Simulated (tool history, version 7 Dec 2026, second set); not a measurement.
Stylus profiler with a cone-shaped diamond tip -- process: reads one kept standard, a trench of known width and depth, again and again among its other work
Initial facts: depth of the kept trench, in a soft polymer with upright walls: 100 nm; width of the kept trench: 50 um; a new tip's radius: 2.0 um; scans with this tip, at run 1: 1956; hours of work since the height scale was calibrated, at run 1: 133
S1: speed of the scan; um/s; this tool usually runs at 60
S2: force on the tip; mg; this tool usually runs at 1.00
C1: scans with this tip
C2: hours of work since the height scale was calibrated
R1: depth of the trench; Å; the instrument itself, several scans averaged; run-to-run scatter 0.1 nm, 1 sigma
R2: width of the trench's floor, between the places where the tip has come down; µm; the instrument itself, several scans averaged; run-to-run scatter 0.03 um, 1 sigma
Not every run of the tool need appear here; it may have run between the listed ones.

Run 1, hour 0.0: usual settings; C1 1956; C2 133. Result: R1 1007.3 Å, R2 48.38 µm.
Run 2, hour 25.6: usual settings; C1 2172; C2 148. Result: R1 1005.3 Å, R2 48.42 µm.
Run 3, hour 51.7: usual settings; C1 2392; C2 163. Result: R1 1004.5 Å, R2 48.46 µm.
Run 4, hour 81.7: usual settings but S1 20 um/s; C1 2644; C2 180. Result: R1 1004.6 Å, R2 48.71 µm.
Run 5, hour 106.0: usual settings but S1 20 um/s; C1 2849; C2 194. Result: R1 1005.6 Å, R2 48.60 µm.
Run 6, hour 122.6: usual settings but S1 20 um/s; C1 2989; C2 203. Result: R1 1005.8 Å, R2 48.60 µm.
Run 7, hour 144.1: usual settings but S1 16 um/s; C1 3170; C2 216. Result: R1 1006.4 Å, R2 48.62 µm.
Run 8, hour 174.0: usual settings but S1 16 um/s; C1 3422; C2 233. Result: R1 1003.6 Å, R2 48.65 µm.
Run 9, hour 186.8: usual settings but S1 16 um/s; C1 3530; C2 240. Result: R1 1003.8 Å, R2 48.63 µm.
Run 10, hour 213.5: usual settings but S1 16 um/s; C1 3754; C2 255. Result: R1 1004.9 Å, R2 48.56 µm.
Run 11, hour 234.9: usual settings but S1 38 um/s; C1 3935; C2 268. Result: R1 1004.7 Å, R2 48.48 µm.
Run 12, hour 259.7: usual settings but S1 38 um/s; C1 4144; C2 282. Result: R1 1004.7 Å, R2 48.43 µm.
Run 13, hour 288.9: usual settings but S1 38 um/s; C1 4389; C2 299. Result: R1 1005.8 Å, R2 48.45 µm.
Run 14, hour 313.4: usual settings; C1 4596; C2 313. Result: R1 1004.0 Å, R2 48.41 µm.
Run 15, hour 334.1: usual settings; C1 4770; C2 325. Result: R1 1005.1 Å, R2 48.33 µm.
Run 16, hour 353.2: usual settings; C1 4932; C2 336. Result: R1 1003.3 Å, R2 48.36 µm.
Run 17, hour 371.7: usual settings; C1 5087; C2 346. Result: R1 1002.7 Å, R2 48.39 µm.
Run 18, hour 400.4: usual settings; C1 5329; C2 363. Result: R1 1005.4 Å, R2 48.30 µm.
Run 19, hour 421.0: usual settings but S1 65 um/s; C1 5502; C2 374. Result: R1 1003.2 Å, R2 48.24 µm.
Run 20, hour 442.9: usual settings but S1 65 um/s; C1 5687; C2 387. Result: R1 1005.9 Å, R2 48.31 µm.
Run 21, hour 459.6: usual settings but S1 26 um/s, S2 1.86 mg; C1 5828; C2 397. Result: R1 1007.7 Å, R2 48.55 µm.
Run 22, hour 491.0: usual settings but S1 38 um/s, S2 1.03 mg; C1 6093; C2 415. Result: R1 1003.9 Å, R2 48.48 µm.
Run 23, hour 522.1: usual settings but S1 38 um/s, S2 1.03 mg; C1 6355; C2 432. Result: R1 1004.9 Å, R2 48.43 µm.
Run 24, hour 536.8: usual settings but S1 27 um/s, S2 0.38 mg; C1 6478; C2 441. Result: R1 998.6 Å, R2 48.37 µm.
Run 25, hour 557.4: usual settings but S1 44 um/s, S2 2.43 mg; C1 6652; C2 453. Result: R1 1007.1 Å, R2 48.50 µm.
Run 26, hour 570.6: usual settings but S1 110 um/s, S2 0.36 mg; C1 6763; C2 460. Result: R1 999.6 Å, R2 47.75 µm.
Run 27, hour 591.5: usual settings but S1 110 um/s, S2 0.36 mg; C1 6939; C2 472. Result: R1 1001.0 Å, R2 47.76 µm.
Run 28, hour 621.0: usual settings but S1 110 um/s, S2 0.36 mg; C1 7188; C2 489. Result: R1 1000.6 Å, R2 47.71 µm.
Run 29, hour 637.7: usual settings but S1 110 um/s, S2 0.67 mg; C1 7328; C2 499. Result: R1 1001.8 Å, R2 47.91 µm.
Run 30, hour 656.3: usual settings but S1 17 um/s, S2 0.59 mg; C1 7485; C2 509. Result: R1 1003.3 Å, R2 48.52 µm.
Run 31, hour 677.0: usual settings but S1 112 um/s, S2 0.35 mg; C1 7660; C2 521. Result: R1 1000.7 Å, R2 47.70 µm.
Run 32, hour 707.7: usual settings but S1 40 um/s, S2 0.41 mg; C1 7918; C2 539. Result: R1 1000.9 Å, R2 48.35 µm.
Run 33, hour 738.9: usual settings but S1 183 um/s; C1 8181; C2 557. Result: R1 1002.2 Å, R2 47.73 µm.
Run 34, hour 766.1: usual settings but S1 183 um/s; C1 8410; C2 572. Result: R1 1002.9 Å, R2 47.75 µm.
Run 35, hour 796.6: usual settings but S1 72 um/s, S2 2.35 mg; C1 8667; C2 590. Result: R1 1007.2 Å, R2 48.34 µm.
Run 36, hour 819.8: usual settings but S1 72 um/s, S2 2.35 mg; C1 8863; C2 603. Result: R1 1006.7 Å, R2 48.34 µm.
Run 37, hour 851.3: usual settings but S1 54 um/s, S2 1.85 mg; C1 9128; C2 621. Result: R1 1005.6 Å, R2 48.35 µm.
Run 38, hour 865.2: usual settings but S1 92 um/s, S2 2.65 mg; C1 9245; C2 629. Result: R1 1008.3 Å, R2 48.27 µm.
Run 39, hour 883.4: usual settings but S1 41 um/s, S2 0.38 mg; C1 9398; C2 639. Result: R1 998.4 Å, R2 48.19 µm.

Measured minus without-hidden-state, run by run (identical run-to-run variation in each term; gauge scatter may differ):
The hidden state here: radius of the tip, um; height scale over the true one, %; drift of the gauge itself on depth_nm, %; drift of the gauge itself on floor_um, %.
run    R1     R2
  1  -0.3  -0.03
  2  -0.4  -0.04
  3  -0.5  -0.04
  4  -0.7  -0.05
  5  -0.7  -0.06
  6  -0.8  -0.06
  7  -0.8  -0.06
  8  -0.9  -0.06
  9  -0.9  -0.07
 10  -1.0  -0.07
 11  -1.0  -0.08
 12  -1.2  -0.08
 13  -1.2  -0.09
 14  -1.3  -0.09
 15  -1.3  -0.10
 16  -1.4  -0.11
 17  -1.4  -0.11
 18  -1.4  -0.12
 19  -1.5  -0.12
 20  -1.6  -0.13
 21  -1.7  -0.13
 22  -1.7  -0.13
 23  -1.8  -0.14
 24  -1.9  -0.14
 25  -2.0  -0.14
 26  -1.9  -0.15
 27  -2.0  -0.15
 28  -2.1  -0.16
 29  -2.2  -0.16
 30  -2.2  -0.17
 31  -2.3  -0.17
 32  -2.4  -0.18
 33  -2.5  -0.18
 34  -2.5  -0.19
 35  -2.6  -0.20
 36  -2.7  -0.20
 37  -2.8  -0.21
 38  -2.8  -0.20
 39  -2.9  -0.21

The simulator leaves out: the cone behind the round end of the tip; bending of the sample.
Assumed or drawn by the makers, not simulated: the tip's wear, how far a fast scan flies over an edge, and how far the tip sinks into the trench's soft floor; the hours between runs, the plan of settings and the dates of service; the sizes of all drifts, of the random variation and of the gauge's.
